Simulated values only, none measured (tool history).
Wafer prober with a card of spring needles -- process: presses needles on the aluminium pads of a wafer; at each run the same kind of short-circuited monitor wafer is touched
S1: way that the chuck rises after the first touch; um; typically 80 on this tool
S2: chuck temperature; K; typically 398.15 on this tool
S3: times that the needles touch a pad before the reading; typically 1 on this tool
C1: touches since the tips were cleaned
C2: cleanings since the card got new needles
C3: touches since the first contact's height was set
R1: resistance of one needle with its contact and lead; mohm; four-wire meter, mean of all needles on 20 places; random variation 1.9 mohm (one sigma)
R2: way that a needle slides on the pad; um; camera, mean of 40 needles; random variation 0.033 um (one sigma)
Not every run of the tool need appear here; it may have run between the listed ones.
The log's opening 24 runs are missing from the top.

Run 25, hour 204.3: usual settings but S1 91 um, S2 334.15 K; C1 5051; C2 12; C3 84519. Result: R1 240 mohm, R2 18.91 um.
At hour 209.9: tips cleaned on abrasive film.
Run 26, hour 213.4: usual settings but S1 78 um, S2 332.15 K, S3 2; C1 660; C2 13; C3 86217. Result: R1 207 mohm, R2 16.22 um.
Run 27, hour 222.2: usual settings but S1 87 um, S2 338.15 K, S3 3; C1 2327; C2 13; C3 87884. Result: R1 208 mohm, R2 18.08 um.
Run 28, hour 229.7: usual settings but S1 87 um, S2 338.15 K, S3 3; C1 3752; C2 13; C3 89309. Result: R1 211 mohm, R2 18.09 um.
Run 29, hour 241.3: usual settings but S1 71 um, S2 303.15 K, S3 3; C1 5949; C2 13; C3 91506. Result: R1 212 mohm, R2 14.7 um.
At hour 242.3: tips cleaned on abrasive film.
Run 30, hour 250.9: usual settings but S1 88 um, S2 328.15 K, S3 2; C1 1633; C2 14; C3 93310. Result: R1 208 mohm, R2 18.27 um.
Run 31, hour 258.9: usual settings but S1 88 um, S2 328.15 K, S3 2; C1 3151; C2 14; C3 94828. Result: R1 216 mohm, R2 18.25 um.
Run 32, hour 267.5: usual settings but S1 88 um, S2 328.15 K, S3 2; C1 4782; C2 14; C3 96459. Result: R1 220 mohm, R2 18.25 um.
At hour 275.2: tips cleaned on abrasive film.
Run 33, hour 280: usual settings but S1 88 um, S2 328.15 K, S3 2; C1 902; C2 15; C3 98803. Result: R1 206 mohm, R2 18.25 um.
Run 34, hour 291.8: usual settings but S1 87 um, S2 301.15 K, S3 2; C1 3152; C2 15; C3 101053. Result: R1 209 mohm, R2 18.02 um.
Run 35, hour 299.6: usual settings but S1 76 um, S2 307.15 K, S3 2; C1 4615; C2 15; C3 102516. Result: R1 222 mohm, R2 15.8 um.

Forecast each of these 3 alternatives for the next run:
At hour 307.4: tips cleaned on abrasive film.
Run A, hour 311.3: usual settings but S1 70 um, S2 343.15 K; C1 751; C2 16; C3 104728. Result: R1 ?, R2 ?.
At hour 307.4: tips cleaned on abrasive film.
Run B, hour 311.3: usual settings but S2 299.15 K, S3 2; C1 751; C2 16; C3 104728. Result: R1 ?, R2 ?.
At hour 307.4: tips cleaned on abrasive film.
Run C, hour 311.3: usual settings but S1 91 um, S2 308.15 K; C1 751; C2 16; C3 104728. Result: R1 ?, R2 ?.

run   R1     R2
  A  221   14.5
  B  199  16.59
  C  205  18.83
Stripped of hidden state, with their random variation kept, the same runs would have yielded:
run   R1     R2
  A  200  14.67
  B  189  16.76
  C  191  19.01

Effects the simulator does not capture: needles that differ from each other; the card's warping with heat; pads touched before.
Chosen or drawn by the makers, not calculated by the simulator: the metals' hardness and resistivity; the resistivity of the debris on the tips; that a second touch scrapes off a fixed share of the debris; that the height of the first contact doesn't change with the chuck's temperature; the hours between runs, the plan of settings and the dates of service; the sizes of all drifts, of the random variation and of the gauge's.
